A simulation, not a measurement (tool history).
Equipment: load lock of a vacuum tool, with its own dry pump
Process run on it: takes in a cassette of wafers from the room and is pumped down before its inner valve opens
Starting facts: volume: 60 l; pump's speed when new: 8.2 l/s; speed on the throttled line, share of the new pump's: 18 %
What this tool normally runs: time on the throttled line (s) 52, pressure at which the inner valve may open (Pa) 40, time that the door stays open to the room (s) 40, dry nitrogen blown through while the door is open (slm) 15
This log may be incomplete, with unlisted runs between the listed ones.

run     hour  time on the throttled line (s)  pressure at which the inner valve may open (Pa)  time that the door stays open to the room (s)  dry nitrogen blown through while the door is open (slm)  incoming humidity of the room's air, %  time from the closed door until the inner valve may open (s)  rise of the pressure with all valves shut (Pa/min)
  1        0                              52                                               40                                             40                                                       15                                    45.3                                                         101.9                                                0.08
  2    466.7                              52                                               40                                             40                                                       15                                    44.2                                                         103.1                                               0.087
  3    894.1                              52                                               40                                             40                                                       15                                    47.1                                                         104.5                                               0.101
  4   1251.5                              52                                               40                                             40                                                       15                                    47.5                                                         101.8                                               0.106
  5   1674.2                              52                                               40                                             40                                                       15                                      44                                                         104.6                                               0.118
  6   2036.7                              52                                               40                                             40                                                       15                                    45.8                                                         104.6                                               0.124
  7   2655.7                              52                                               40                                             40                                                       15                                    49.3                                                         106.2                                               0.147
  8   2962.8                              52                                               40                                             40                                                       15                                      44                                                           106                                               0.141
  9   3512.4                              53                                               40                                             40                                                       15                                    47.7                                                         105.8                                               0.157
 10   4159.5                              52                                               40                                             40                                                       21                                    46.2                                                         106.6                                               0.166
 11   4484.2                              52                                               40                                             40                                                       15                                    44.2                                                         107.6                                               0.176
 12   5019.5                              52                                               40                                             40                                                       15                                    45.9                                                           107                                                 0.2
 13     5431                              52                                               40                                             40                                                       15                                    48.5                                                         107.3                                               0.216
 14   5714.6                              52                                               40                                             40                                                       15                                    42.6                                                         109.1                                               0.209
 15   6140.1                              52                                               40                                             40                                                       15                                    45.5                                                         108.8                                               0.231
 16   6747.2                              99                                               40                                             40                                                       15                                    45.9                                                         144.7                                                0.26
 17   7177.8                              52                                               40                                             40                                                       10                                    44.6                                                         107.8                                               0.281
 18   7734.8                              48                                               61                                            203                                                       17                                    41.8                                                         103.6                                               0.319
 19   8250.3                              48                                               61                                            203                                                       17                                    43.3                                                         104.4                                               0.344
 20   8625.2                              47                                               28                                             49                                                       13                                    44.8                                                         110.4                                               0.335
 21   9034.2                              47                                               28                                             49                                                       13                                    43.5                                                         110.9                                               0.352
 22   9686.4                              70                                               35                                             40                                                        6                                    46.1                                                         126.9                                               0.383
 23  10122.9                              72                                               63                                             49                                                       12                                    47.4                                                         122.6                                                0.41
 24  10616.9                              72                                               63                                             49                                                       12                                    46.5                                                         123.3                                               0.426
     10794.9  -- dry pump taken out, an overhauled one fitted
 25  11120.4                              32                                               40                                            236                                                       15                                    45.4                                                          84.2                                               0.477
 26  11685.5                              32                                               40                                            236                                                       15                                    46.1                                                          84.7                                               0.514
 27  12123.7                              32                                               39                                            236                                                        4                                    46.7                                                            85                                               0.547
 28  12547.8                              52                                               32                                            120                                                       15                                    46.1                                                         102.3                                               0.521
 29  13011.7                              52                                               40                                             26                                                       15                                    44.1                                                         103.2                                               0.526
 30  13392.1                              45                                               57                                             26                                                       15                                    47.3                                                          93.9                                               0.538
 31  13843.7                              85                                               44                                            110                                                       15                                      49                                                           128                                               0.595
 32  14414.5                              37                                               35                                            125                                                       12                                      44                                                          92.2                                                0.63
 33  14813.2                              37                                               35                                            125                                                       12                                    46.4                                                          93.2                                               0.651
 34  15285.9                              85                                               35                                            125                                                       22                                    45.6                                                         132.8                                               0.678

Each row is a separate what-if for the run after 34, all from the same tool condition, not one after another. Results?
  A  15556.4                              33                                               35                                            136                                                       22                                    46.7                                                             ?                                                   ?
  B  15556.4                              70                                               65                                             85                                                       15                                      44                                                             ?                                                   ?
  C  15556.4                              43                                               40                                             40                                                       15                                    44.9                                                             ?                                                   ?
  D  15556.4                              58                                               35                                             55                                                       34                                    42.9                                                             ?                                                   ?
  E  15556.4                              85                                               37                                            125                                                       22                                    44.6                                                             ?                                                   ?

run  time from the closed door until the inner valve may open (s)  rise of the pressure with all valves shut (Pa/min)
  A                                                          89.9                                               0.695
  B                                                         115.7                                               0.689
  C                                                          95.7                                               0.681
  D                                                         111.8                                               0.671
  E                                                         132.1                                               0.688
Without the tool's hidden state the same runs would have given:
run  time from the closed door until the inner valve may open (s)  rise of the pressure with all valves shut (Pa/min)
  A                                                          85.6                                               0.068
  B                                                         112.3                                               0.066
  C                                                          91.8                                               0.051
  D                                                         107.9                                               0.035
  E                                                         128.6                                               0.062
